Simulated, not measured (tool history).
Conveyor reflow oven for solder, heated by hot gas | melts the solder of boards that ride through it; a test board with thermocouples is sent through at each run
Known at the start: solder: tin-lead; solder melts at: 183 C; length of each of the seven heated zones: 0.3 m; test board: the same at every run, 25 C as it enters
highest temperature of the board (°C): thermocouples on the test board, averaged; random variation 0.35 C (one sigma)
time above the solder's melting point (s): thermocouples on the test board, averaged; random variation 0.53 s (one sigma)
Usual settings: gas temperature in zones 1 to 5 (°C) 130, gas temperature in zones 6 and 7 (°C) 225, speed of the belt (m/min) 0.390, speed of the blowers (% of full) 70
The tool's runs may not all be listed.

run   hour  gas temperature in zones 1 to 5 (°C)  gas temperature in zones 6 and 7 (°C)  speed of the belt (m/min)  speed of the blowers (% of full)  highest temperature of the board (°C)  time above the solder's melting point (s)
  1    0.0                                   130                                    225                      0.390                                70                                  208.2                                       55.3
  2   15.0                                   130                                    225                      0.390                                70                                  207.8                                       55.9
  3   23.6                                   130                                    225                      0.390                                70                                  208.7                                       56.4
  4   36.4                                   130                                    225                      0.390                                53                                  204.3                                       50.3
  5   48.7                                   130                                    225                      0.390                                70                                  207.9                                       56.8
  6   54.8                                   130                                    225                      0.390                                70                                  208.1                                       56.0
  7   69.4                                   130                                    225                      0.390                                70                                  208.1                                       55.3
  8   78.6                                   130                                    225                      0.325                                70                                  212.9                                       75.8
  9   90.6                                   130                                    225                      0.390                                70                                  207.3                                       55.6
 10  104.2                                   130                                    225                      0.405                                70                                  206.6                                       51.7
 11  115.1                                   130                                    225                      0.405                                70                                  207.0                                       52.1
 12  123.6                                   130                                    225                      0.405                                70                                  205.9                                       51.9
 13  137.6                                   130                                    225                      0.390                                70                                  208.1                                       55.5
 14  148.1                                   130                                    225                      0.390                                67                                  206.9                                       54.8
 15  160.7                                   130                                    225                      0.390                                67                                  208.3                                       55.2
 16  168.0                                   130                                    225                      0.390                                70                                  207.9                                       55.6
 17  183.1                                   130                                    221                      0.390                                61                                  202.6                                       48.8
 18  193.4                                   130                                    221                      0.390                                61                                  202.6                                       48.0
 19  201.2                                   130                                    237                      0.416                                70                                  215.9                                       60.3
 20  215.8                                   135                                    240                      0.331                                70                                  226.6                                       90.1
 21  223.3                                   135                                    240                      0.331                                70                                  226.8                                       90.3
 22  229.6                                   123                                    225                      0.392                                70                                  206.3                                       51.0
 23  237.8                                   123                                    235                      0.392                                76                                  216.5                                       62.1
 24  245.1                                   136                                    236                      0.392                                58                                  216.3                                       65.3
 25  257.5                                   144                                    225                      0.335                                87                                  216.4                                       84.8
 26  267.4                                   121                                    225                      0.390                                70                                  205.7                                       51.2
 27  280.2                                   121                                    225                      0.390                                70                                  206.2                                       50.5
 28  287.8                                   121                                    225                      0.368                                63                                  207.0                                       54.1
 29  293.9                                   121                                    225                      0.368                                63                                  206.3                                       54.9
 30  305.0                                   121                                    225                      0.368                                63                                  207.1                                       54.1

Run 31 comes next. What will it give?
 31  315.1                                   121                                    225                      0.310                                63                                      ?                                          ?

Run 31 gave highest temperature of the board (°C) 212.5, time above the solder's melting point (s) 75.2.
Without the tool's hidden state the same run would have given highest temperature of the board (°C) 212.6, time above the solder's melting point (s) 75.3.
